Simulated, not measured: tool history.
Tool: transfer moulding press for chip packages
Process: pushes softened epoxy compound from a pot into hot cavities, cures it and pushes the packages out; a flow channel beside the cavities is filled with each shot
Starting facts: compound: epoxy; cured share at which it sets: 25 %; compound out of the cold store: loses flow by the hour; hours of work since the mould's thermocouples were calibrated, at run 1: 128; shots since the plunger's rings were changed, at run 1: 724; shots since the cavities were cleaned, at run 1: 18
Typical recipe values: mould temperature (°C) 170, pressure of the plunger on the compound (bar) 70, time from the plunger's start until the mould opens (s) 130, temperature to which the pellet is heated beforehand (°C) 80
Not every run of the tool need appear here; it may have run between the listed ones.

| run | day | mould temperature (°C) | pressure of the plunger on the compound (bar) | time from the plunger's start until the mould opens (s) | temperature to which the pellet is heated beforehand (°C) | hours of work since the mould's thermocouples were calibrated | shots since the plunger's rings were changed | shots since the cavities were cleaned | incoming compound's hours out of the cold store | length that the compound runs in the flow channel (mm) | greatest force on the pins that push the packages out (N) |
|---|---|---|---|---|---|---|---|---|---|---|---|
| 1 | 0 | 170 | 70 | 130 | 80 | 128 | 724 | 18 | 19.5 | 941 | 391 |
| 2 | 0.379 | 170 | 70 | 130 | 80 | 133 | 795 | 89 | 30 | 885 | 409 |
| 3 | 0.825 | 170 | 71.1 | 130 | 80 | 138 | 877 | 171 | 46.1 | 805 | 456 |
| 4 | 1.062 | 170 | 71.1 | 130 | 80 | 141 | 921 | 215 | 45.7 | 796 | 471 |
| 5 | 1.358 | 170 | 70 | 130 | 90 | 145 | 976 | 270 | 28.8 | 894 | 499 |
| 6 | 1.567 | 170 | 70 | 130 | 90 | 147 | 1015 | 309 | 45.4 | 794 | 483 |
| 7 | 1.9 | 170 | 70 | 130 | 90 | 151 | 1077 | 371 | 41.7 | 819 | 527 |
| 8 | 2.183 | 170 | 70 | 130 | 90 | 155 | 1129 | 423 | 12.2 | 982 | 551 |
| 9 | 2.458 | 170 | 70 | 130 | 90 | 158 | 1180 | 474 | 20 | 939 | 562 |
| 10 | 2.896 | 170 | 70 | 130 | 90 | 163 | 1261 | 555 | 42.7 | 808 | 575 |
| 11 | 3.117 | 170 | 70 | 130 | 80 | 166 | 1302 | 596 | 25.1 | 912 | 602 |
| 12 | 3.454 | 170 | 70 | 130 | 80 | 170 | 1365 | 659 | 23.1 | 922 | 621 |
| 13 | 3.671 | 170 | 70 | 130 | 80 | 173 | 1405 | 699 | 10.9 | 986 | 660 |
| 14 | 3.904 | 170 | 70 | 130 | 80 | 176 | 1448 | 742 | 14.9 | 973 | 660 |
| 15 | 4.317 | 170 | 70 | 130 | 80 | 181 | 1525 | 819 | 39.8 | 829 | 639 |
|  | 4.492 | cavities cleaned with cleaning compound and waxed |
| 16 | 4.742 | 164 | 59.1 | 151 | 84 | 185 | 1592 | 47 | 26.2 | 833 | 442 |
| 17 | 5.021 | 170 | 81.8 | 130 | 77 | 189 | 1644 | 99 | 18.2 | 1028 | 432 |
| 18 | 5.329 | 171 | 81.8 | 130 | 77 | 192 | 1701 | 156 | 8.8 | 1076 | 441 |
| 19 | 5.758 | 163 | 70 | 141 | 78 | 198 | 1781 | 236 | 9.1 | 1013 | 656 |
| 20 | 5.971 | 163 | 70 | 141 | 78 | 200 | 1820 | 275 | 23 | 927 | 609 |
| 21 | 6.292 | 170 | 71.6 | 154 | 72 | 204 | 1880 | 335 | 19.1 | 944 | 458 |
| 22 | 6.742 | 170 | 60 | 154 | 72 | 209 | 1963 | 418 | 34.6 | 776 | 469 |
| 23 | 6.938 | 170 | 60 | 154 | 72 | 212 | 1999 | 454 | 36.2 | 769 | 482 |
| 24 | 7.271 | 170 | 75.2 | 154 | 85 | 216 | 2061 | 516 | 25.1 | 932 | 491 |
| 25 | 7.504 | 176 | 75.2 | 154 | 72 | 219 | 2104 | 559 | 20.3 | 943 | 474 |
| 26 | 7.904 | 165 | 70 | 111 | 80 | 224 | 2178 | 633 | 12.8 | 981 | 1225 |
| 27 | 8.196 | 165 | 70 | 111 | 80 | 227 | 2233 | 688 | 28.3 | 883 | 1087 |
| 28 | 8.554 | 170 | 70 | 122 | 80 | 232 | 2299 | 754 | 39.9 | 810 | 664 |
| 29 | 8.883 | 169 | 70 | 120 | 80 | 236 | 2360 | 815 | 40.6 | 806 | 716 |

What if the next run were any one of these 3? Each begins from the tool's condition after run 29:
|  | 9.054 | cavities cleaned with cleaning compound and waxed |
| A | 9.25 | 171 | 73.5 | 130 | 74 | 239 | 2417 | 37 | 39.6 | ? | ? |
|  | 9.054 | cavities cleaned with cleaning compound and waxed |
| B | 9.25 | 172 | 74 | 133 | 80 | 239 | 2417 | 37 | 44.9 | ? | ? |
|  | 9.054 | cavities cleaned with cleaning compound and waxed |
| C | 9.25 | 174 | 53.2 | 120 | 80 | 239 | 2417 | 37 | 21.3 | ? | ? |

| run | length that the compound runs in the flow channel (mm) | greatest force on the pins that push the packages out (N) |
|---|---|---|
| A | 837 | 349 |
| B | 799 | 356 |
| C | 774 | 374 |
With the hidden condition removed and each run's random variation left untouched, the same runs would have given:
| run | length that the compound runs in the flow channel (mm) | greatest force on the pins that push the packages out (N) |
|---|---|---|
| A | 881 | 339 |
| B | 841 | 344 |
| C | 815 | 364 |
